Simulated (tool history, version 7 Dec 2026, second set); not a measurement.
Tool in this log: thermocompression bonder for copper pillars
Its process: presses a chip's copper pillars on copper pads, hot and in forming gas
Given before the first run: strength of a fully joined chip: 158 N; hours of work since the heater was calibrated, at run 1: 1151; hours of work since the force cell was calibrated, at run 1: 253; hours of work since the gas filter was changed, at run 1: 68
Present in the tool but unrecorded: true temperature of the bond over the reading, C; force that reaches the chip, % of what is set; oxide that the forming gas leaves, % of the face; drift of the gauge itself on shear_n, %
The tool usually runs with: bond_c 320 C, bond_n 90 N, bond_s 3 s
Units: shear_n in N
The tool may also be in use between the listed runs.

run	day	bond_c	bond_n	bond_s	hours of work since the heater was calibrated	hours of work since the force cell was calibrated	hours of work since the gas filter was changed	shear_n
1	0.000	320	90	3	1151	253	68	88.4
2	0.421	320	90	3	1156	258	73	87.9
3	0.746	320	90	3	1159	261	76	87.7
4	1.404	320	55	3	1166	268	83	64.8
5	1.692	320	55	3	1169	271	86	64.6
6	2.083	320	90	3	1173	275	91	87.7
7	2.712	320	90	3	1180	282	97	87.5
8	3.346	329	90	3	1187	289	104	93.6
9	3.846	320	90	5	1192	294	109	101.4

Estimate the outcome of run 10 from the log above:
10	4.212	320	90	5	1196	298	113	?

{"run 10": {"shear_n": 101.4}}
On a tool with no hidden condition, and with the same random variation, this run would have come out at shear_n 105.7 N.

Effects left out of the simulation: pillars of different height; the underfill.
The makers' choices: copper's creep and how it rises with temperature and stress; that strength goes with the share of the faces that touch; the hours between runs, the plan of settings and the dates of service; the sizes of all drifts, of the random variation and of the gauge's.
